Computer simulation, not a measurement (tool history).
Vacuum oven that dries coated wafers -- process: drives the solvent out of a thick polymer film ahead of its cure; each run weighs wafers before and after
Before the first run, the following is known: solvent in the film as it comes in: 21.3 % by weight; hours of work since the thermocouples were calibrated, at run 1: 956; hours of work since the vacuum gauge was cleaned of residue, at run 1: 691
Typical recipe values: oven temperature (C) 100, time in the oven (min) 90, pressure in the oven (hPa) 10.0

run	hour	oven temperature (C)	time in the oven (min)	pressure in the oven (hPa)	hours of work since the thermocouples were calibrated	hours of work since the vacuum gauge was cleaned of residue	solvent left in the film (%)
1	0.0	100	90	10.0	956	691	2.74
2	18.7	100	90	19.4	970	705	3.12
3	57.0	100	90	19.4	999	734	3.04
4	78.7	100	161	19.4	1015	750	1.50
5	97.0	100	161	19.4	1029	764	1.46
6	115.7	100	69	10.0	1043	778	4.02
7	138.6	100	90	10.0	1060	795	2.68
8	176.6	101	90	10.0	1088	823	2.50
9	219.8	100	90	8.4	1120	855	2.71
10	245.1	100	60	10.0	1139	874	4.82
11	264.0	99	90	10.0	1153	888	3.12
12	304.1	100	90	15.2	1183	918	3.00
13	327.0	100	52	10.0	1200	935	5.71
14	359.1	100	52	10.0	1224	959	5.81
15	377.8	90	90	10.0	1238	973	5.03
16	400.9	90	90	29.2	1255	990	5.98
17	444.0	90	90	29.2	1287	1022	6.14
18	467.8	90	135	10.0	1305	1040	3.05
19	497.8	113	116	9.2	1328	1062	0.63
20	524.8	113	116	9.2	1348	1083	0.66
21	554.0	103	90	10.0	1370	1104	2.29
22	594.1	106	93	39.6	1399	1134	2.85
23	638.2	106	93	39.6	1432	1167	2.86
24	669.3	100	64	10.0	1455	1190	4.68
25	689.4	100	67	10.0	1470	1205	4.45
26	726.6	111	60	5.8	1498	1233	2.54
# hour 749.7: oven's thermocouples calibrated
27	759.7	111	60	5.8	7	1256	2.23
28	790.8	111	60	5.8	31	1280	2.33
29	810.2	100	90	9.6	45	1294	2.57
30	850.1	91	90	26.3	75	1324	5.17
31	870.7	104	85	16.5	90	1339	2.40
32	910.1	111	61	11.4	120	1368	2.40
33	947.9	111	61	11.4	148	1397	2.32
34	980.9	111	61	11.4	172	1421	2.33

4 options for the next run, each taken on its own from the tool as it stands now. Forecast them:
A	1024.8	111	61	5.6	205	1454	?
B	1024.8	112	56	36.8	205	1454	?
C	1024.8	102	80	10.0	205	1454	?
D	1024.8	85	50	11.4	205	1454	?

run	solvent left in the film (%)
A	2.26
B	3.35
C	2.71
D	9.63
What these runs would have given with no unlogged condition in the tool:
run	solvent left in the film (%)
A	2.08
B	3.18
C	2.46
D	9.33
